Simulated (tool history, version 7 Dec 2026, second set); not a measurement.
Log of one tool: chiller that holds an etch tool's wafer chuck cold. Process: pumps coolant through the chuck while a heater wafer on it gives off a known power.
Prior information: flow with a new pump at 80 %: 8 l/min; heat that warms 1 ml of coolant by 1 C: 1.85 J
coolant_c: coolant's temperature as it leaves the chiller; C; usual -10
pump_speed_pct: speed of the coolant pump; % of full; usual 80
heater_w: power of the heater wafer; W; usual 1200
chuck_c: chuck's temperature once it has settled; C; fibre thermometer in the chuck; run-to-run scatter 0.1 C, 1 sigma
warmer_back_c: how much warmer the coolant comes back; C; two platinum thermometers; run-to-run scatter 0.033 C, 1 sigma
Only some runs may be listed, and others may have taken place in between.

run	hour	coolant_c	pump_speed_pct	heater_w	chuck_c	warmer_back_c
1	0.0	-10	80	1200	2.9	4.91
2	32.0	-10	80	1200	2.9	4.91
3	57.5	-10	80	1200	3.0	4.92
4	86.4	-10	80	1200	2.9	4.90
5	122.0	-10	79	1200	2.9	4.93
6	157.0	-13	79	1200	0.1	4.93
7	188.2	-13	79	1200	0.1	4.98
8	216.9	-6	79	1200	7.1	4.95
9	245.8	-10	80	938	0.2	3.85
10	271.2	-13	80	1200	-0.1	4.99
11	292.1	-15	80	1200	-2.2	4.91
12	329.1	-15	80	1200	-2.2	4.99
13	347.0	-15	80	1200	-2.0	4.98
14	369.8	-15	80	1200	-2.0	4.97
15	408.2	-15	80	1200	-1.9	4.99
16	445.8	-15	80	1200	-2.0	5.00
17	477.2	-20	80	1200	-7.0	5.03
18	495.5	-9	79	1753	10.2	7.28
19	522.0	-9	79	1362	6.0	5.78
20	544.5	-18	78	1362	-3.2	5.86
21	575.3	-2	89	751	5.4	2.90
22	599.0	-14	86	1200	-1.9	4.63
23	622.3	-14	86	1200	-1.9	4.67
24	645.6	-16	75	1200	-2.1	5.46
25	665.4	-16	85	1270	-3.0	5.05
26	698.0	-16	85	1270	-3.1	5.03
27	729.2	-16	85	1270	-3.0	5.06
28	752.0	-16	85	1270	-3.0	5.09
29	776.7	-16	85	1270	-3.1	4.86
30	795.5	-4	84	1136	7.7	4.45

Not shown here: 1 entry made in the log between runs. Locate each between two listed runs and compare the hidden state at the listed run before it with the hidden state at the listed run after it:
From run 28 to run 29: gauge calibrated (hour 758.1)
  drift of the gauge itself on warmer_back_c, C: 0.21 -> 0.01
  what was measured, less what the result would be without the hidden state, warmer_back_c: +0.22 -> +0.01 C

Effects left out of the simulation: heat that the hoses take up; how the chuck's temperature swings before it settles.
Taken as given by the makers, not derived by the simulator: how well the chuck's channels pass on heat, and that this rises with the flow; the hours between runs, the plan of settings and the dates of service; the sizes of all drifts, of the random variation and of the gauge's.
